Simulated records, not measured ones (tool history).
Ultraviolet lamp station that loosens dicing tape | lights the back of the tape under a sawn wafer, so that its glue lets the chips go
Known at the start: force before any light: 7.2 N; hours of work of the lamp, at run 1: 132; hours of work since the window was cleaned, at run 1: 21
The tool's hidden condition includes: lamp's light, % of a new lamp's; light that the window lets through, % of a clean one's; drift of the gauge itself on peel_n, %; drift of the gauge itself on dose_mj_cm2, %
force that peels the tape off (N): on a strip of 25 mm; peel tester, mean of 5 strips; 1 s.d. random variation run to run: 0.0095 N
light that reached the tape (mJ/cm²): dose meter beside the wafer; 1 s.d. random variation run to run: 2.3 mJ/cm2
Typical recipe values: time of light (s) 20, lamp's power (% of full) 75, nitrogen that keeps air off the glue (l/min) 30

run,day,time of light (s),lamp's power (% of full),nitrogen that keeps air off the glue (l/min),hours of work of the lamp,hours of work since the window was cleaned,force that peels the tape off (N),light that reached the tape (mJ/cm²)
1,0,20,75,30,132,21,0.418,217
2,0.483,20,68,30,139,28,0.52,202
3,0.754,10,68,30,143,32,1.719,101
4,1.217,20,75,25,151,40,0.466,221
5,1.738,20,75,25,158,47,0.491,217
6,2.342,20,75,30,168,57,0.441,217
7,2.883,20,75,30,176,65,0.448,216
8,3.317,25,75,30,182,71,0.318,275
9,3.662,25,75,30,188,77,0.305,272
10,4,25,75,30,193,82,0.313,269
11,4.333,12,75,30,198,87,1.117,131
12,4.917,12,75,30,207,96,1.136,132
13,5.346,20,75,30,213,102,0.465,214
14,5.7,20,75,30,218,107,0.471,216
15,6.296,20,75,30,228,116,0.467,212
16,6.729,20,75,30,234,123,0.469,208
17,7.104,20,75,30,240,129,0.481,213
18,7.621,20,75,30,248,137,0.472,211
19,8,20,75,30,253,142,0.469,208
20,8.433,15,75,30,260,149,0.811,160
21,8.992,36,96,30,268,157,0.223,480
22,9.562,16,83,19,277,166,0.792,183

Estimate the outcome of run 23 from the log above:
23,10.117,33,75,18,285,174,?,?

Run 23 gave force that peels the tape off (N) 0.275, light that reached the tape (mJ/cm²) 342.
With the hidden condition absent and the run-to-run variation left alone, this run would have shown force that peels the tape off (N) 0.249, light that reached the tape (mJ/cm²) 378.

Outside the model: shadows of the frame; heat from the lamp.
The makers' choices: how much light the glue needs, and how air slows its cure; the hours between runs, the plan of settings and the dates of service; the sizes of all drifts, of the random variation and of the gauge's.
